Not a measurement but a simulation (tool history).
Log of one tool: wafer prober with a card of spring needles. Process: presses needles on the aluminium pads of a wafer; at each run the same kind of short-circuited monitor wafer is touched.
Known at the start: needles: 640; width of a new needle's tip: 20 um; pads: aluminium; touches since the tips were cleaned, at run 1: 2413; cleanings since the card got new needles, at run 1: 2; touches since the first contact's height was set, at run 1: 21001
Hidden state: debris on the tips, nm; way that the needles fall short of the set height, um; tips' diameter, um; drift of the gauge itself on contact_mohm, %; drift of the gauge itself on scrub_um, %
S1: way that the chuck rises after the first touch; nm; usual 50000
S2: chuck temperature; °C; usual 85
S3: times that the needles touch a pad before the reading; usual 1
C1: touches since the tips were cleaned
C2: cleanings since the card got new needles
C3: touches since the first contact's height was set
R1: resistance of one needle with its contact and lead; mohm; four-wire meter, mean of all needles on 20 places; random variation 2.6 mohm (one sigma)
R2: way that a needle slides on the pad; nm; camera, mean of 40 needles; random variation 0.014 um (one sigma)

run,hour,S1,S2,S3,C1,C2,C3,R1,R2
1,0,50000,85,1,2413,2,21001,436,7570
2,28.2,53000,85,1,6805,2,25393,451,8060
# hour 38: tips cleaned on abrasive film
3,53.6,53000,85,1,2414,3,29316,407,8020
4,72.6,53000,85,1,5373,3,32275,442,8030
5,90,62000,85,1,8078,3,34980,416,9400
# hour 91.9: tips cleaned on abrasive film
6,116.3,59000,85,1,3799,4,39062,401,8920
7,137.9,59000,85,1,7150,4,42413,431,8930
# hour 145.9: tips cleaned on abrasive film
8,157.3,50000,85,1,1775,5,45417,409,7550
9,173.2,50000,85,1,4258,5,47900,452,7570
10,190.8,57000,102,1,6989,5,50631,427,8610
# hour 199.8: tips cleaned on abrasive film
11,212.4,57000,51,1,1973,6,53980,377,8580
12,225.6,57000,51,1,4017,6,56024,410,8570
13,246.1,56000,33,1,7205,6,59212,434,8440
# hour 253.3: tips cleaned on abrasive film
14,258.8,56000,33,1,846,7,61168,342,8420
15,272.5,41000,89,2,2982,7,63304,431,6140
16,284.7,50000,41,2,4883,7,65205,393,7500
17,302.6,50000,28,1,7660,7,67982,474,7510

The same runs without the tool's hidden state, with the same run-to-run variation:
run,R1,R2
1,304,7600
2,299,8090
3,301,8060
4,299,8070
5,299,9440
6,294,8970
7,302,8980
8,306,7620
9,299,7640
10,297,8680
11,287,8670
12,285,8650
13,282,8520
14,285,8520
15,312,6240
16,288,7600
17,280,7610
